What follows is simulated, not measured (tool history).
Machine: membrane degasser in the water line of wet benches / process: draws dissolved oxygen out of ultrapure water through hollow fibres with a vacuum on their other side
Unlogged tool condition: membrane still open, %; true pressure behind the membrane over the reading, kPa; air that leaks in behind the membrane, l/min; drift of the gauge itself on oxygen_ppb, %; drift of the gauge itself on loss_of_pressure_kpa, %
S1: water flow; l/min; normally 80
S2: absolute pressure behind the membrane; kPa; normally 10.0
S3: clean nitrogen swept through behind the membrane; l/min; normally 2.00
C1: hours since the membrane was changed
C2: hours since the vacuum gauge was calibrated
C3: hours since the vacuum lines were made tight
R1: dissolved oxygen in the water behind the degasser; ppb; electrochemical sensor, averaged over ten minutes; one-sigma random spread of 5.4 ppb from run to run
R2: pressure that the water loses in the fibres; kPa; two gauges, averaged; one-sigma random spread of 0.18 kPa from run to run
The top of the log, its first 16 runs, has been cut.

Run 17, hour 1231.6: usual settings but S1 84 l/min, S2 8.0 kPa, S3 2.77 l/min; C1 5532; C2 73; C3 2877. Result: R1 322.8 ppb, R2 33.94 kPa.
Run 18, hour 1332.1: usual settings but S1 60 l/min, S2 17.4 kPa, S3 1.85 l/min; C1 5632; C2 174; C3 2978. Result: R1 887.4 ppb, R2 23.82 kPa.
Run 19, hour 1420.7: usual settings but S1 60 l/min, S2 17.4 kPa, S3 1.85 l/min; C1 5721; C2 262; C3 3066. Result: R1 893.0 ppb, R2 24.12 kPa.
Run 20, hour 1513.5: usual settings but S1 64 l/min, S2 23.2 kPa, S3 2.31 l/min; C1 5814; C2 355; C3 3159. Result: R1 1054.9 ppb, R2 25.84 kPa.
Run 21, hour 1611.5: usual settings but S1 64 l/min, S2 11.9 kPa, S3 2.94 l/min; C1 5912; C2 453; C3 3257. Result: R1 415.4 ppb, R2 25.35 kPa.
Run 22, hour 1721.7: usual settings but S1 64 l/min, S2 11.9 kPa, S3 2.94 l/min; C1 6022; C2 563; C3 3367. Result: R1 412.2 ppb, R2 25.66 kPa.
Run 23, hour 1773.0: usual settings but S1 64 l/min, S2 11.9 kPa, S3 2.94 l/min; C1 6073; C2 615; C3 3419. Result: R1 416.5 ppb, R2 25.42 kPa.
Run 24, hour 1862.3: usual settings but S1 67 l/min, S2 20.9 kPa, S3 1.26 l/min; C1 6162; C2 704; C3 3508. Result: R1 1500.5 ppb, R2 26.83 kPa.
Run 25, hour 1931.3: usual settings but S1 67 l/min, S2 20.9 kPa, S3 1.26 l/min; C1 6231; C2 773; C3 3577. Result: R1 1556.0 ppb, R2 26.94 kPa.
Run 26, hour 2038.6: usual settings but S1 78 l/min, S3 1.02 l/min; C1 6339; C2 880; C3 3684. Result: R1 830.8 ppb, R2 30.93 kPa.
Run 27, hour 2147.5: usual settings but S1 107 l/min, S2 19.2 kPa, S3 4.54 l/min; C1 6448; C2 989; C3 3793. Result: R1 803.3 ppb, R2 42.85 kPa.
Run 28, hour 2207.9: usual settings but S1 103 l/min, S2 6.5 kPa; C1 6508; C2 1050; C3 3853. Result: R1 343.7 ppb, R2 41.35 kPa.
Run 29, hour 2265.0: usual settings but S1 111 l/min, S2 17.6 kPa; C1 6565; C2 1107; C3 3911. Result: R1 1328.1 ppb, R2 44.69 kPa.
Run 30, hour 2375.5: usual settings but S1 97 l/min, S2 6.7 kPa, S3 3.96 l/min; C1 6676; C2 1217; C3 4021. Result: R1 212.3 ppb, R2 38.86 kPa.
Run 31, hour 2438.0: usual settings but S3 1.87 l/min; C1 6738; C2 1280; C3 4084. Result: R1 561.4 ppb, R2 31.92 kPa.
Run 32, hour 2537.5: usual settings but S1 57 l/min, S3 0.97 l/min; C1 6838; C2 1379; C3 4183. Result: R1 694.3 ppb, R2 22.66 kPa.

Each row is a separate what-if for the run after 32, all from the same tool condition, not one after another. Results?
Run A, hour 2615.6: usual settings but S1 112 l/min, S2 9.2 kPa, S3 4.64 l/min; C1 6916; C2 1457; C3 4261. Result: R1 ?, R2 ?.
Run B, hour 2615.6: usual settings but S1 60 l/min, S2 22.5 kPa; C1 6916; C2 1457; C3 4261. Result: R1 ?, R2 ?.
Run C, hour 2615.6: usual settings but S1 123 l/min; C1 6916; C2 1457; C3 4261. Result: R1 ?, R2 ?.

run      R1     R2
  A   342.6  44.99
  B  1084.2  23.92
  C   753.9  49.08
The same runs, with their run-to-run variation unchanged, on a tool lacking any hidden condition would have given:
run      R1     R2
  A   341.9  44.89
  B  1083.8  23.87
  C   753.0  48.97
